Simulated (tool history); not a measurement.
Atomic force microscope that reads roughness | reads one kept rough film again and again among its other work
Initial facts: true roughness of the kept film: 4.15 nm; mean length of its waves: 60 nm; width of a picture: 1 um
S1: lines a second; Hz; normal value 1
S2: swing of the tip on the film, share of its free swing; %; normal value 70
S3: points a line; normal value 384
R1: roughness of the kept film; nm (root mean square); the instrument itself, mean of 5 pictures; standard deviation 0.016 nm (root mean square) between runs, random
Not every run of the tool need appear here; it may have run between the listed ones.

run   hour    S1  S2   S3     R1
  1      0     1  70  384  3.778
  2   37.4     1  70  384  3.699
      54.1  -- new tip fitted
  3   69.2     1  70  384  3.837
  4  112.1     1  70  384  3.746
     143.9  -- new tip fitted
  5  153.6     1  57  384  3.968
  6  179.7     1  57  384  3.876
  7  207.4     1  57  384  3.858
     232.1  -- new tip fitted
  8  243.8  1.13  70  384   3.85
  9  276.2     1  70  382  3.808
 10  299.7     1  70  384  3.731
     323.3  -- new tip fitted
 11  340.6     1  63  384  3.893
 12  366.5     1  63  384  3.867
 13    401  0.82  70  384   3.77
     412.9  -- new tip fitted
 14  451.4  0.82  70  384  3.833
     456.1  -- height scale calibrated on a step standard
     503.4  -- new tip fitted
 15  506.2  0.82  73  384  3.876
 16  534.1  0.82  73  384    3.8
 17  560.1     1  62  286  3.812
 18    590     1  56  384   3.81
     592.8  -- new tip fitted
 19  614.9     1  58  531  3.926
 20  649.2     1  70  511  3.771
 21  672.8     1  70  511  3.723
       681  -- new tip fitted
 22  705.4  0.91  84  511  3.732
     744.5  -- height scale calibrated on a step standard, once more
 23  744.5  1.07  70  384  3.775

Predict the results of run 24:
 24  769.1  1.95  70  468   ?

{"run 24": {"R1": 3.615}}
If the tool had no hidden condition, the same run with the same run-to-run variation would have returned R1 3.804 nm (root mean square).
